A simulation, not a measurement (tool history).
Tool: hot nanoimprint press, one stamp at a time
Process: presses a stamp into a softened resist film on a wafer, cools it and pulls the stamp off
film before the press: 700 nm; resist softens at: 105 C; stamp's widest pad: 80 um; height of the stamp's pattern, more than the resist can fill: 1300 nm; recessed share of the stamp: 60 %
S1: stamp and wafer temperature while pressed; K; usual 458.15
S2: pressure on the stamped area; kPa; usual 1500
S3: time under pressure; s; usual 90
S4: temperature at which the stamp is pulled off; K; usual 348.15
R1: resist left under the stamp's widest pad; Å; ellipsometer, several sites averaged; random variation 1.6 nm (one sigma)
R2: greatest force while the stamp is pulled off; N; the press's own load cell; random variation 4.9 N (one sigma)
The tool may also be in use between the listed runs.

| run | hour | S1 | S2 | S3 | S4 | R1 | R2 |
|---|---|---|---|---|---|---|---|
| 1 | 0 | 458.15 | 1500 | 90 | 348.15 | 3847 | 299 |
| 2 | 4.5 | 458.15 | 1500 | 90 | 348.15 | 3839 | 291 |
| 3 | 11.9 | 458.15 | 1500 | 90 | 348.15 | 3828 | 291 |
| 4 | 15.7 | 458.15 | 1500 | 60 | 348.15 | 4383 | 296 |
| 5 | 20.4 | 458.15 | 1500 | 90 | 348.15 | 3842 | 297 |
| 6 | 25.3 | 458.15 | 1500 | 90 | 348.15 | 3853 | 297 |
| 7 | 33.5 | 458.15 | 1500 | 90 | 348.15 | 3861 | 297 |
| 8 | 41.9 | 458.15 | 1500 | 90 | 348.15 | 3834 | 307 |
| 9 | 46.4 | 458.15 | 1500 | 90 | 348.15 | 3852 | 300 |
| 10 | 51.7 | 458.15 | 1500 | 90 | 348.15 | 3848 | 289 |
| 11 | 60.7 | 458.15 | 1500 | 90 | 348.15 | 3863 | 303 |
| 12 | 69.5 | 462.15 | 1240 | 90 | 346.15 | 3667 | 307 |
| 13 | 76.2 | 462.15 | 1240 | 90 | 346.15 | 3654 | 316 |
| 14 | 84.5 | 462.15 | 1240 | 90 | 346.15 | 3620 | 323 |
| 15 | 92.5 | 460.15 | 1500 | 90 | 335.15 | 3601 | 357 |
| 16 | 101.3 | 446.15 | 1360 | 58 | 342.15 | 5939 | 349 |
| 17 | 106.2 | 459.15 | 1360 | 58 | 346.15 | 4417 | 323 |
| 18 | 110.6 | 459.15 | 1360 | 58 | 346.15 | 4392 | 320 |
| 19 | 114.6 | 456.15 | 1360 | 177 | 346.15 | 3409 | 320 |
| 20 | 121.3 | 456.15 | 1360 | 177 | 346.15 | 3389 | 298 |

Some steps in R1 between neighbouring runs. How much of each would the tool show without its hidden state too (settings, what came in, random variation), and how much is left for the hidden state, with any gauge scatter that isn't in both results?
The hidden state here: true temperature over the reading, C; pressure that arrives at the usual setting, %; grip of the stamp's worn release coat, % over a new coat's; drift of the gauge itself on residual_nm, %; drift of the gauge itself on pull_off_n, %.
Run 11 -> 12: S1 458.15 -> 462.15, S2 1500 -> 1240, S4 348.15 -> 346.15. R1 -196 Å: hidden state -6, all else -190.
Run 15 -> 16: S1 460.15 -> 446.15, S2 1500 -> 1360, S3 90 -> 58, S4 335.15 -> 342.15. R1 +2338 Å: hidden state -7, all else +2345.
Run 16 -> 17: S1 446.15 -> 459.15, S4 342.15 -> 346.15. R1 -1522 Å: hidden state +0, all else -1522.
